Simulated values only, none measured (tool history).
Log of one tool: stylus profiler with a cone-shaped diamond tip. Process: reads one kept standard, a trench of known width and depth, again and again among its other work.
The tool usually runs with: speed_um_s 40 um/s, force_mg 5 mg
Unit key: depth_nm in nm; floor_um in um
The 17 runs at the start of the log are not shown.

run,hour,speed_um_s,force_mg,depth_nm,floor_um
18,328.8,47,5,102.09,28.22
# hour 331.2: height scale calibrated on a step standard
19,353.8,47,5,102.06,28.28
20,373,40,6.92,102.62,28.26
21,387.8,68,5,102.21,28.23
22,411.7,68,5,102.22,28.14
# hour 434.9: height scale calibrated on a step standard, once more
23,434.9,68,7.55,102.52,28.22
24,447.6,13,3.75,101.61,28.38
25,468.5,129,2.09,100.98,27.84
26,479.6,40,7.32,102.47,28.26
27,496.6,125,3.87,101.63,27.96
28,513.5,155,2.69,101.31,27.79
29,526.2,69,8.99,102.84,28.25
30,537.7,69,4.9,102,28.17
31,563.9,19,11.65,103.39,28.29
32,575.1,19,11.65,103.26,28.36
33,600.6,19,11.65,103.36,28.36
34,617.2,17,3.3,101.43,28.27
35,640.1,24,8.78,102.73,28.3
36,663.3,23,12.4,103.48,28.29
37,685.8,23,12.4,103.39,28.32
38,708.4,100,11.61,103.47,28.15

Run 39 comes next. What will it give?
39,722,100,11.61,?,?

Run 39 came out at depth_nm 103.33 nm, floor_um 28.14 um.
Without the tool's hidden state the same run would have given depth_nm 103.23 nm, floor_um 28.4 um.
